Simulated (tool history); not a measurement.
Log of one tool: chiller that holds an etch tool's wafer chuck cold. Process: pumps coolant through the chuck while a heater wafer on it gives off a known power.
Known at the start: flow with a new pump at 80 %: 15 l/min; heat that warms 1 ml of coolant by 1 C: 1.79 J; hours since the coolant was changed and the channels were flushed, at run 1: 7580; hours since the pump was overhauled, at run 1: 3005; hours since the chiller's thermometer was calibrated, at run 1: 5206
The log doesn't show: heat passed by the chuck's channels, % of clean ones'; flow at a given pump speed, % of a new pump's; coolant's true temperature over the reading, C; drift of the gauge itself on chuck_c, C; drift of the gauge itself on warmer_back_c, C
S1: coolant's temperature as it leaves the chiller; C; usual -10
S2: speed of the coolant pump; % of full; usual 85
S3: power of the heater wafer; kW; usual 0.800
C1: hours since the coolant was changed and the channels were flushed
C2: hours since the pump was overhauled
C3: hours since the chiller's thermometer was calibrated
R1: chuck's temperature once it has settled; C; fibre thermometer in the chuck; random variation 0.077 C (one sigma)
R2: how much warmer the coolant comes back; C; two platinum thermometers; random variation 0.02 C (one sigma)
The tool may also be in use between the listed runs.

run 1 day=0.000 | S1=-10 S2=85 S3=0.800 | C1=7580 C2=3005 C3=5206 | R1=-3.52 R2=1.71
run 2 day=1.625 | S1=-10 S2=85 S3=0.800 | C1=7619 C2=3044 C3=5245 | R1=-3.57 R2=1.77
run 3 day=4.638 | S1=-10 S2=85 S3=0.800 | C1=7691 C2=3116 C3=5317 | R1=-3.64 R2=1.75
run 4 day=6.217 | S1=-10 S2=85 S3=0.800 | C1=7729 C2=3154 C3=5355 | R1=-3.56 R2=1.76
run 5 day=7.888 | S1=-9 S2=85 S3=0.800 | C1=7770 C2=3194 C3=5395 | R1=-2.43 R2=1.72
run 6 day=10.458 | S1=-10 S2=85 S3=0.800 | C1=7831 C2=3256 C3=5457 | R1=-3.56 R2=1.76
run 7 day=13.150 | S1=-10 S2=85 S3=0.800 | C1=7896 C2=3321 C3=5521 | R1=-3.64 R2=1.75
run 8 day=14.508 | S1=-4 S2=85 S3=0.800 | C1=7928 C2=3353 C3=5554 | R1=2.62 R2=1.76
run 9 day=16.696 | S1=-4 S2=85 S3=0.800 | C1=7981 C2=3406 C3=5606 | R1=2.51 R2=1.74
run 10 day=18.950 | S1=-4 S2=85 S3=0.800 | C1=8035 C2=3460 C3=5661 | R1=2.61 R2=1.73
run 11 day=21.796 | S1=-10 S2=85 S3=0.800 | C1=8103 C2=3528 C3=5729 | R1=-3.41 R2=1.77
run 12 day=24.529 | S1=-3 S2=85 S3=0.800 | C1=8169 C2=3594 C3=5794 | R1=3.65 R2=1.77
run 13 day=27.125 | S1=-3 S2=85 S3=0.800 | C1=8231 C2=3656 C3=5857 | R1=3.50 R2=1.75
run 14 day=28.762 | S1=-3 S2=85 S3=0.800 | C1=8271 C2=3695 C3=5896 | R1=3.49 R2=1.75
run 15 day=31.696 | S1=-3 S2=85 S3=0.800 | C1=8341 C2=3766 C3=5966 | R1=3.59 R2=1.78
-- day=32.925 chiller's thermometer calibrated
run 16 day=34.683 | S1=-17 S2=85 S3=0.800 | C1=8412 C2=3837 C3=42 | R1=-10.72 R2=1.78
run 17 day=37.308 | S1=-17 S2=85 S3=0.800 | C1=8475 C2=3899 C3=105 | R1=-10.76 R2=1.79
run 18 day=40.167 | S1=-17 S2=85 S3=0.800 | C1=8543 C2=3968 C3=174 | R1=-10.58 R2=1.75
run 19 day=43.158 | S1=-19 S2=85 S3=0.780 | C1=8615 C2=4040 C3=246 | R1=-12.77 R2=1.75
run 20 day=44.800 | S1=-19 S2=82 S3=0.756 | C1=8654 C2=4079 C3=285 | R1=-12.88 R2=1.75
run 21 day=46.117 | S1=-15 S2=85 S3=0.469 | C1=8686 C2=4111 C3=317 | R1=-11.36 R2=1.01
run 22 day=48.271 | S1=0 S2=62 S3=0.563 | C1=8738 C2=4163 C3=368 | R1=5.74 R2=1.80
run 23 day=50.642 | S1=-20 S2=91 S3=0.967 | C1=8795 C2=4220 C3=425 | R1=-12.82 R2=2.00
run 24 day=53.650 | S1=-14 S2=82 S3=0.800 | C1=8867 C2=4292 C3=497 | R1=-7.47 R2=1.87
run 25 day=56.162 | S1=-14 S2=82 S3=0.800 | C1=8927 C2=4352 C3=558 | R1=-7.42 R2=1.87
run 26 day=58.029 | S1=-14 S2=82 S3=0.800 | C1=8972 C2=4397 C3=602 | R1=-7.43 R2=1.84
run 27 day=60.154 | S1=-10 S2=77 S3=0.480 | C1=9023 C2=4448 C3=653 | R1=-5.92 R2=1.18
run 28 day=62.567 | S1=-11 S2=77 S3=0.674 | C1=9081 C2=4506 C3=711 | R1=-5.13 R2=1.72
run 29 day=65.792 | S1=-11 S2=77 S3=0.674 | C1=9158 C2=4583 C3=789 | R1=-5.05 R2=1.68
run 30 day=68.667 | S1=-11 S2=69 S3=0.684 | C1=9227 C2=4652 C3=858 | R1=-4.47 R2=2.00
run 31 day=70.171 | S1=-12 S2=84 S3=1.126 | C1=9263 C2=4688 C3=894 | R1=-2.92 R2=2.59
run 32 day=71.538 | S1=-12 S2=84 S3=1.126 | C1=9296 C2=4721 C3=927 | R1=-3.00 R2=2.56
run 33 day=72.912 | S1=-15 S2=75 S3=0.666 | C1=9329 C2=4754 C3=960 | R1=-8.98 R2=1.69

3 ways to go on from here, each from the tool as it stands after run 33. What would each give?
run A day=74.904 | S1=-10 S2=85 S3=0.519 | C1=9377 C2=4802 C3=1008 | R1=? R2=?
run B day=74.904 | S1=-15 S2=75 S3=1.047 | C1=9377 C2=4802 C3=1008 | R1=? R2=?
run C day=74.904 | S1=-10 S2=91 S3=0.800 | C1=9377 C2=4802 C3=1008 | R1=? R2=?

run=A R1=-5.69 R2=1.13
run=B R1=-5.55 R2=2.73
run=C R1=-3.91 R2=1.68
Without the tool's hidden state the same runs would have given:
run=A R1=-6.49 R2=1.05
run=B R1=-7.12 R2=2.54
run=C R1=-4.99 R2=1.57

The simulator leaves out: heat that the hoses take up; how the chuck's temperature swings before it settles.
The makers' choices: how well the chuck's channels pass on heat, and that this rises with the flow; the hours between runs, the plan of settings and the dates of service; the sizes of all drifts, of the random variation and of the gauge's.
